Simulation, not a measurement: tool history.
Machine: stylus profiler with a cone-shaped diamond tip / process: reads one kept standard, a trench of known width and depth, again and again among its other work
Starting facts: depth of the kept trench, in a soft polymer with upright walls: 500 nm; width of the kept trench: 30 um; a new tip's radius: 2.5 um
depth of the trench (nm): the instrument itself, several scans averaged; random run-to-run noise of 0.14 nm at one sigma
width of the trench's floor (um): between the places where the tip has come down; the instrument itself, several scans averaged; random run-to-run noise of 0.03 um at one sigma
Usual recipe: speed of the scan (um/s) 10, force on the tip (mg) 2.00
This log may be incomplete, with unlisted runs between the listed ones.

| run | hour | speed of the scan (um/s) | force on the tip (mg) | depth of the trench (nm) | width of the trench's floor (um) |
|---|---|---|---|---|---|
| 1 | 0.0 | 10 | 2.00 | 502.77 | 26.66 |
| 2 | 22.3 | 10 | 2.00 | 502.41 | 26.66 |
| 3 | 48.1 | 10 | 2.00 | 502.83 | 26.65 |
| 4 | 66.8 | 10 | 2.00 | 502.43 | 26.58 |
| 5 | 93.1 | 10 | 2.00 | 502.69 | 26.56 |
| 6 | 109.6 | 10 | 2.00 | 503.02 | 26.56 |
| 7 | 125.0 | 10 | 2.00 | 503.02 | 26.59 |
| 8 | 152.2 | 10 | 2.00 | 502.72 | 26.51 |
| 9 | 174.2 | 10 | 2.00 | 502.96 | 26.56 |
| 10 | 191.1 | 2 | 2.00 | 502.94 | 26.57 |
| 11 | 210.3 | 18 | 2.00 | 503.03 | 26.43 |
| 12 | 235.9 | 10 | 2.00 | 502.91 | 26.46 |
| 13 | 250.8 | 10 | 2.00 | 503.26 | 26.47 |
| 14 | 267.6 | 15 | 2.00 | 503.25 | 26.42 |
| 15 | 292.2 | 15 | 2.00 | 503.10 | 26.36 |
| 16 | 310.6 | 15 | 2.00 | 503.21 | 26.39 |
| 17 | 327.3 | 4 | 2.00 | 503.16 | 26.45 |
| 18 | 347.1 | 4 | 2.00 | 503.14 | 26.47 |
| 19 | 360.7 | 4 | 2.00 | 503.29 | 26.37 |
| 20 | 386.3 | 8 | 2.00 | 503.06 | 26.36 |
| 21 | 398.3 | 8 | 2.00 | 503.22 | 26.37 |
| 22 | 411.4 | 8 | 2.00 | 502.76 | 26.34 |
| 23 | 431.7 | 8 | 1.33 | 502.67 | 26.35 |
| 24 | 455.6 | 8 | 1.33 | 502.90 | 26.29 |
| 25 | 472.8 | 29 | 0.77 | 501.94 | 26.11 |
| 26 | 485.6 | 29 | 0.77 | 502.27 | 26.07 |
| 27 | 501.0 | 25 | 5.39 | 505.65 | 26.28 |
| 28 | 517.8 | 7 | 3.77 | 504.57 | 26.29 |
| 29 | 533.1 | 22 | 2.55 | 503.95 | 26.23 |
| 30 | 552.9 | 3 | 1.06 | 502.34 | 26.27 |
| 31 | 572.0 | 2 | 2.30 | 503.80 | 26.29 |
| 32 | 594.9 | 2 | 2.30 | 503.76 | 26.24 |
| 33 | 608.5 | 10 | 5.96 | 505.96 | 26.20 |
| 34 | 620.5 | 15 | 1.83 | 503.67 | 26.15 |
| 35 | 638.9 | 15 | 1.83 | 503.36 | 26.15 |
| 36 | 661.5 | 5 | 2.00 | 503.71 | 26.21 |
| 37 | 685.3 | 32 | 1.67 | 503.18 | 25.97 |
| 38 | 708.7 | 13 | 1.19 | 503.18 | 26.06 |
| 39 | 724.6 | 10 | 0.79 | 502.52 | 26.10 |
| 40 | 742.0 | 10 | 0.79 | 502.47 | 26.07 |
| 41 | 769.0 | 33 | 2.00 | 503.77 | 25.97 |
| 42 | 793.6 | 4 | 2.13 | 503.62 | 26.09 |
| 43 | 820.8 | 7 | 1.98 | 503.67 | 26.07 |
| 44 | 834.7 | 7 | 1.98 | 503.70 | 26.07 |
| 45 | 857.0 | 3 | 3.85 | 504.87 | 26.05 |
| 46 | 876.0 | 2 | 4.23 | 505.44 | 26.06 |

For some of the steps in depth of the trench (nm) from one run to the next: how much would appear even if the tool had no hidden state, given the settings, what came in and random variation, and how much remains for the hidden state plus any gauge scatter that the measured result and the result without hidden state don't share?
Hidden state present: radius of the tip, um; height scale over the true one, %; drift of the gauge itself on depth_nm, %; drift of the gauge itself on floor_um, %.
Run 2 -> 3: no setting changed, nothing entered. depth of the trench (nm) +0.42: hidden state +0.04, all else +0.38.
Run 11 -> 12: speed of the scan (um/s) 18 -> 10. depth of the trench (nm) -0.12: hidden state +0.04, all else -0.16.
Run 26 -> 27: speed of the scan (um/s) 29 -> 25, force on the tip (mg) 0.77 -> 5.39. depth of the trench (nm) +3.38: hidden state +0.03, all else +3.35.
Run 32 -> 33: speed of the scan (um/s) 2 -> 10, force on the tip (mg) 2.30 -> 5.96. depth of the trench (nm) +2.20: hidden state +0.02, all else +2.18.
Run 33 -> 34: speed of the scan (um/s) 10 -> 15, force on the tip (mg) 5.96 -> 1.83. depth of the trench (nm) -2.29: hidden state +0.01, all else -2.30.
Run 41 -> 42: speed of the scan (um/s) 33 -> 4, force on the tip (mg) 2.00 -> 2.13. depth of the trench (nm) -0.15: hidden state +0.04, all else -0.19.
